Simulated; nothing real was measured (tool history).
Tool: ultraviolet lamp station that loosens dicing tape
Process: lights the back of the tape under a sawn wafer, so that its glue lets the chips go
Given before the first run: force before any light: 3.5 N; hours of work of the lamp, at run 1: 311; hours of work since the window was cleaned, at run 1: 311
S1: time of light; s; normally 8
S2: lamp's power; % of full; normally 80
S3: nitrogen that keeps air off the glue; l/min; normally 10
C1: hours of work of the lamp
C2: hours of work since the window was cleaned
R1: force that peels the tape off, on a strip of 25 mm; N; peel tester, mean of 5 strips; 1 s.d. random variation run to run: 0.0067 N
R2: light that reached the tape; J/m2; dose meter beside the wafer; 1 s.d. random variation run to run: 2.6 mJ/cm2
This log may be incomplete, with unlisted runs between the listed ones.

{"run": 1, "hour": 0.0, "S1": 8, "S2": 80, "S3": 10, "C1": 311, "C2": 311, "R1": 0.26, "R2": 2800}
{"run": 2, "hour": 30.7, "S1": 8, "S2": 80, "S3": 10, "C1": 334, "C2": 334, "R1": 0.258, "R2": 2820}
{"run": 3, "hour": 53.0, "S1": 8, "S2": 80, "S3": 10, "C1": 351, "C2": 351, "R1": 0.264, "R2": 2770}
{"run": 4, "hour": 78.1, "S1": 8, "S2": 80, "S3": 10, "C1": 369, "C2": 369, "R1": 0.273, "R2": 2780}
{"hour": 91.7, "done": "window cleaned of glue's vapour"}
{"run": 5, "hour": 110.9, "S1": 8, "S2": 80, "S3": 10, "C1": 393, "C2": 14, "R1": 0.236, "R2": 2930}
{"run": 6, "hour": 135.4, "S1": 8, "S2": 80, "S3": 10, "C1": 412, "C2": 32, "R1": 0.263, "R2": 2950}
{"run": 7, "hour": 156.5, "S1": 8, "S2": 80, "S3": 10, "C1": 427, "C2": 48, "R1": 0.24, "R2": 2910}
{"run": 8, "hour": 189.5, "S1": 8, "S2": 94, "S3": 10, "C1": 452, "C2": 73, "R1": 0.222, "R2": 3410}
{"run": 9, "hour": 222.1, "S1": 8, "S2": 80, "S3": 8, "C1": 476, "C2": 97, "R1": 0.286, "R2": 2840}
{"run": 10, "hour": 245.8, "S1": 8, "S2": 80, "S3": 8, "C1": 494, "C2": 115, "R1": 0.282, "R2": 2840}
{"run": 11, "hour": 262.7, "S1": 8, "S2": 80, "S3": 8, "C1": 506, "C2": 127, "R1": 0.284, "R2": 2830}
{"run": 12, "hour": 289.9, "S1": 8, "S2": 80, "S3": 8, "C1": 526, "C2": 147, "R1": 0.289, "R2": 2850}
{"run": 13, "hour": 317.3, "S1": 8, "S2": 80, "S3": 8, "C1": 547, "C2": 168, "R1": 0.297, "R2": 2800}
{"run": 14, "hour": 340.8, "S1": 8, "S2": 80, "S3": 17, "C1": 564, "C2": 185, "R1": 0.206, "R2": 2750}
{"run": 15, "hour": 364.6, "S1": 8, "S2": 91, "S3": 10, "C1": 582, "C2": 203, "R1": 0.231, "R2": 3110}
{"run": 16, "hour": 392.3, "S1": 8, "S2": 91, "S3": 10, "C1": 603, "C2": 223, "R1": 0.236, "R2": 3100}
{"run": 17, "hour": 416.2, "S1": 8, "S2": 91, "S3": 10, "C1": 620, "C2": 241, "R1": 0.236, "R2": 3090}
{"run": 18, "hour": 431.3, "S1": 8, "S2": 91, "S3": 10, "C1": 632, "C2": 252, "R1": 0.233, "R2": 3120}
{"run": 19, "hour": 458.1, "S1": 8, "S2": 91, "S3": 10, "C1": 652, "C2": 272, "R1": 0.224, "R2": 3070}
{"run": 20, "hour": 472.0, "S1": 8, "S2": 91, "S3": 10, "C1": 662, "C2": 283, "R1": 0.236, "R2": 3080}
{"run": 21, "hour": 490.6, "S1": 8, "S2": 80, "S3": 10, "C1": 676, "C2": 297, "R1": 0.27, "R2": 2640}
{"run": 22, "hour": 508.5, "S1": 8, "S2": 80, "S3": 10, "C1": 689, "C2": 310, "R1": 0.279, "R2": 2680}
{"run": 23, "hour": 523.3, "S1": 11, "S2": 91, "S3": 6, "C1": 700, "C2": 321, "R1": 0.209, "R2": 4060}
{"run": 24, "hour": 546.2, "S1": 6, "S2": 80, "S3": 10, "C1": 717, "C2": 338, "R1": 0.44, "R2": 1970}
{"run": 25, "hour": 562.9, "S1": 6, "S2": 92, "S3": 18, "C1": 729, "C2": 350, "R1": 0.265, "R2": 2240}
{"run": 26, "hour": 582.5, "S1": 5, "S2": 74, "S3": 20, "C1": 744, "C2": 365, "R1": 0.463, "R2": 1530}
{"hour": 600.4, "done": "window cleaned of glue's vapour"}
{"run": 27, "hour": 601.8, "S1": 8, "S2": 64, "S3": 10, "C1": 758, "C2": 1, "R1": 0.355, "R2": 2260}
{"run": 28, "hour": 615.5, "S1": 8, "S2": 64, "S3": 10, "C1": 768, "C2": 11, "R1": 0.356, "R2": 2230}
{"run": 29, "hour": 635.1, "S1": 7, "S2": 86, "S3": 10, "C1": 783, "C2": 26, "R1": 0.291, "R2": 2620}
{"run": 30, "hour": 660.5, "S1": 4, "S2": 88, "S3": 14, "C1": 802, "C2": 45, "R1": 0.54, "R2": 1550}
{"run": 31, "hour": 677.5, "S1": 5, "S2": 90, "S3": 13, "C1": 814, "C2": 57, "R1": 0.394, "R2": 1930}
{"run": 32, "hour": 696.5, "S1": 8, "S2": 80, "S3": 5, "C1": 828, "C2": 71, "R1": 0.412, "R2": 2740}
{"run": 33, "hour": 722.7, "S1": 7, "S2": 100, "S3": 11, "C1": 848, "C2": 91, "R1": 0.238, "R2": 2950}
{"run": 34, "hour": 750.3, "S1": 7, "S2": 100, "S3": 11, "C1": 868, "C2": 111, "R1": 0.223, "R2": 2980}
{"run": 35, "hour": 779.3, "S1": 8, "S2": 80, "S3": 10, "C1": 890, "C2": 133, "R1": 0.249, "R2": 2660}
{"run": 36, "hour": 805.2, "S1": 4, "S2": 80, "S3": 5, "C1": 909, "C2": 152, "R1": 1.107, "R2": 1340}
{"run": 37, "hour": 820.7, "S1": 4, "S2": 80, "S3": 5, "C1": 921, "C2": 164, "R1": 1.113, "R2": 1340}
{"run": 38, "hour": 837.1, "S1": 4, "S2": 80, "S3": 5, "C1": 933, "C2": 176, "R1": 1.071, "R2": 1350}
{"run": 39, "hour": 862.4, "S1": 6, "S2": 72, "S3": 14, "C1": 952, "C2": 195, "R1": 0.433, "R2": 1750}
{"run": 40, "hour": 877.0, "S1": 4, "S2": 70, "S3": 8, "C1": 963, "C2": 206, "R1": 1.043, "R2": 1150}
{"run": 41, "hour": 900.7, "S1": 12, "S2": 85, "S3": 4, "C1": 980, "C2": 223, "R1": 0.262, "R2": 4140}
{"run": 42, "hour": 929.2, "S1": 8, "S2": 72, "S3": 10, "C1": 1001, "C2": 244, "R1": 0.334, "R2": 2340}
{"run": 43, "hour": 942.9, "S1": 8, "S2": 71, "S3": 3, "C1": 1012, "C2": 255, "R1": 0.734, "R2": 2230}

Hidden state or all else? Some run-to-run changes of R1, split into what the settings, what came in and random variation would give without the hidden state, and what is left for the hidden state (with any gauge scatter that isn't in both results):
Hidden state at play: lamp's light, % of a new lamp's; light that the window lets through, % of a clean one's; drift of the gauge itself on peel_n, %; drift of the gauge itself on dose_mj_cm2, %.
Run 35 -> 36: S1 8 -> 4, S3 10 -> 5. R1 +0.858 N: hidden state +0.154, all else +0.704.
Run 38 -> 39: S1 4 -> 6, S2 80 -> 72, S3 5 -> 14. R1 -0.638 N: hidden state -0.098, all else -0.54.
Run 39 -> 40: S1 6 -> 4, S2 72 -> 70, S3 14 -> 8. R1 +0.61 N: hidden state +0.111, all else +0.499.
Run 40 -> 41: S1 4 -> 12, S2 70 -> 85, S3 8 -> 4. R1 -0.781 N: hidden state -0.166, all else -0.615.
